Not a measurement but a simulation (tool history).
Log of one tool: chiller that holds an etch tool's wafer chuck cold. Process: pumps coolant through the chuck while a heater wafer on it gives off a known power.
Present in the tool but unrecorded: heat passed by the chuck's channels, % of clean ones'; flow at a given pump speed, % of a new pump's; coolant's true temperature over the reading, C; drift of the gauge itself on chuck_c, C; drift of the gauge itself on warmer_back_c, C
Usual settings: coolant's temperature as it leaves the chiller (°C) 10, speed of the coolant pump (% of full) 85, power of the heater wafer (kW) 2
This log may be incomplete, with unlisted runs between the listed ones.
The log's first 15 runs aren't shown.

| run | day | coolant's temperature as it leaves the chiller (°C) | speed of the coolant pump (% of full) | power of the heater wafer (kW) | hours since the coolant was changed and the channels were flushed | hours since the pump was overhauled | hours since the chiller's thermometer was calibrated | chuck's temperature once it has settled (°C) | how much warmer the coolant comes back (C) |
|---|---|---|---|---|---|---|---|---|---|
| 16 | 69.196 | 10 | 85 | 2 | 1978 | 5546 | 685 | 26.2 | 6.38 |
| 17 | 75.183 | 7 | 85 | 1.718 | 2121 | 5690 | 829 | 20.8 | 5.57 |
| 18 | 80.446 | 14 | 83 | 1.063 | 2248 | 5816 | 955 | 22.8 | 3.68 |
| 19 | 83.867 | 10 | 68 | 1.361 | 2330 | 5898 | 1038 | 23 | 5.56 |
| 20 | 87.004 | 10 | 68 | 1.361 | 2405 | 5973 | 1113 | 23.3 | 5.54 |
| 21 | 91.354 | 10 | 68 | 1.361 | 2510 | 6078 | 1217 | 23.3 | 5.59 |
| 22 | 95.471 | 10 | 68 | 1.361 | 2608 | 6177 | 1316 | 23.3 | 5.65 |
| 23 | 100.35 | 1 | 68 | 2.005 | 2725 | 6294 | 1433 | 20.4 | 8.14 |
| 24 | 102.904 | 19 | 99 | 2.257 | 2787 | 6355 | 1495 | 35 | 6.34 |
| 25 | 107.579 | 10 | 85 | 2 | 2899 | 6467 | 1607 | 26.1 | 6.59 |
| 26 | 112.054 | 10 | 85 | 1.194 | 3006 | 6574 | 1714 | 19.6 | 4.05 |
| 27 | 115.754 | 1 | 63 | 2 | 3095 | 6663 | 1803 | 21.7 | 8.74 |
| 28 | 120.579 | 0 | 75 | 1.53 | 3211 | 6779 | 1919 | 13.7 | 5.84 |
| 29 | 125.508 | 0 | 71 | 1.954 | 3329 | 6897 | 2037 | 18.3 | 7.68 |
| 30 | 128.862 | 0 | 71 | 1.954 | 3410 | 6978 | 2118 | 18.2 | 7.68 |
| 31 | 131.404 | 10 | 68 | 2.862 | 3471 | 7039 | 2179 | 37.9 | 11.6 |

What if the next run were any one of these 4? Each begins from the tool's condition after run 31:
|  | 134.554 | gauge calibrated |
| A | 135.021 | 10 | 68 | 1.774 | 3557 | 7126 | 2265 | ? | ? |
|  | 134.554 | gauge calibrated |
| B | 135.021 | 17 | 89 | 1.035 | 3557 | 7126 | 2265 | ? | ? |
|  | 134.554 | gauge calibrated |
| C | 135.021 | 1 | 85 | 1.317 | 3557 | 7126 | 2265 | ? | ? |
|  | 134.554 | gauge calibrated |
| D | 135.021 | 10 | 62 | 2.862 | 3557 | 7126 | 2265 | ? | ? |

| run | chuck's temperature once it has settled (°C) | how much warmer the coolant comes back (C) |
|---|---|---|
| A | 27.4 | 6.84 |
| B | 25 | 3.06 |
| C | 11.6 | 4.04 |
| D | 40.3 | 12.22 |
The same runs, with their run-to-run variation unchanged, on a tool lacking any hidden condition would have given:
| run | chuck's temperature once it has settled (°C) | how much warmer the coolant comes back (C) |
|---|---|---|
| A | 27.4 | 6.83 |
| B | 25 | 3.05 |
| C | 11.6 | 4.04 |
| D | 40.2 | 12.21 |
